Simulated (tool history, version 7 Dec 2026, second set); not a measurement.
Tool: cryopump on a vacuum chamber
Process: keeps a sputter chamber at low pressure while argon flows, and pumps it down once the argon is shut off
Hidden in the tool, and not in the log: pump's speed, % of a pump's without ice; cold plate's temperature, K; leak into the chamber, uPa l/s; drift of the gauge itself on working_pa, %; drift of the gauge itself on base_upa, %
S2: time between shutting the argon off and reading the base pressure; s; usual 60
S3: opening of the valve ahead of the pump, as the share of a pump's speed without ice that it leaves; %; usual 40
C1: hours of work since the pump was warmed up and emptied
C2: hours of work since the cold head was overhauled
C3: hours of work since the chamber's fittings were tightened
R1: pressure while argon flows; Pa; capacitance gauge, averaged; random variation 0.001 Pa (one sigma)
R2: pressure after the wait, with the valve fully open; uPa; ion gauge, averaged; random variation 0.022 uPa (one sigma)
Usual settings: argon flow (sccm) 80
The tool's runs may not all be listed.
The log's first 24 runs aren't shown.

{"run": 25, "hour": 281.5, "argon flow (sccm)": 80, "S2": 170, "S3": 26, "C1": 98, "C2": 410, "C3": 1574, "R1": 0.3484, "R2": 1.14}
{"run": 26, "hour": 290.4, "argon flow (sccm)": 80, "S2": 170, "S3": 26, "C1": 102, "C2": 414, "C3": 1579, "R1": 0.3518, "R2": 1.11}
{"run": 27, "hour": 304.0, "argon flow (sccm)": 80, "S2": 170, "S3": 26, "C1": 109, "C2": 421, "C3": 1585, "R1": 0.3479, "R2": 1.12}
{"run": 28, "hour": 313.3, "argon flow (sccm)": 49, "S2": 36, "S3": 40, "C1": 113, "C2": 425, "C3": 1589, "R1": 0.1426, "R2": 1.59}
{"run": 29, "hour": 324.5, "argon flow (sccm)": 156, "S2": 95, "S3": 25, "C1": 119, "C2": 430, "C3": 1595, "R1": 0.7154, "R2": 1.22}
{"run": 30, "hour": 338.5, "argon flow (sccm)": 156, "S2": 95, "S3": 25, "C1": 125, "C2": 437, "C3": 1601, "R1": 0.7162, "R2": 1.25}
{"run": 31, "hour": 351.2, "argon flow (sccm)": 156, "S2": 95, "S3": 25, "C1": 131, "C2": 443, "C3": 1608, "R1": 0.7176, "R2": 1.26}
{"run": 32, "hour": 366.8, "argon flow (sccm)": 47, "S2": 95, "S3": 17, "C1": 139, "C2": 451, "C3": 1615, "R1": 0.314, "R2": 1.28}
{"run": 33, "hour": 380.8, "argon flow (sccm)": 32, "S2": 34, "S3": 28, "C1": 145, "C2": 457, "C3": 1622, "R1": 0.1332, "R2": 1.67}
{"run": 34, "hour": 396.2, "argon flow (sccm)": 32, "S2": 34, "S3": 19, "C1": 153, "C2": 465, "C3": 1629, "R1": 0.1931, "R2": 1.71}

Forecast each of these 3 alternatives for the next run:
{"run": "A", "hour": 409.5, "argon flow (sccm)": 88, "S2": 60, "S3": 15, "C1": 159, "C2": 471, "C3": 1635, "R1": "?", "R2": "?"}
{"run": "B", "hour": 409.5, "argon flow (sccm)": 80, "S2": 25, "S3": 40, "C1": 159, "C2": 471, "C3": 1635, "R1": "?", "R2": "?"}
{"run": "C", "hour": 409.5, "argon flow (sccm)": 32, "S2": 34, "S3": 33, "C1": 159, "C2": 471, "C3": 1635, "R1": "?", "R2": "?"}

run=A R1=0.6699 R2=1.43
run=B R1=0.2349 R2=1.88
run=C R1=0.1126 R2=1.73
Without the tool's hidden state the same runs would have given:
run=A R1=0.659 R2=0.57
run=B R1=0.225 R2=1.05
run=C R1=0.1086 R2=0.85
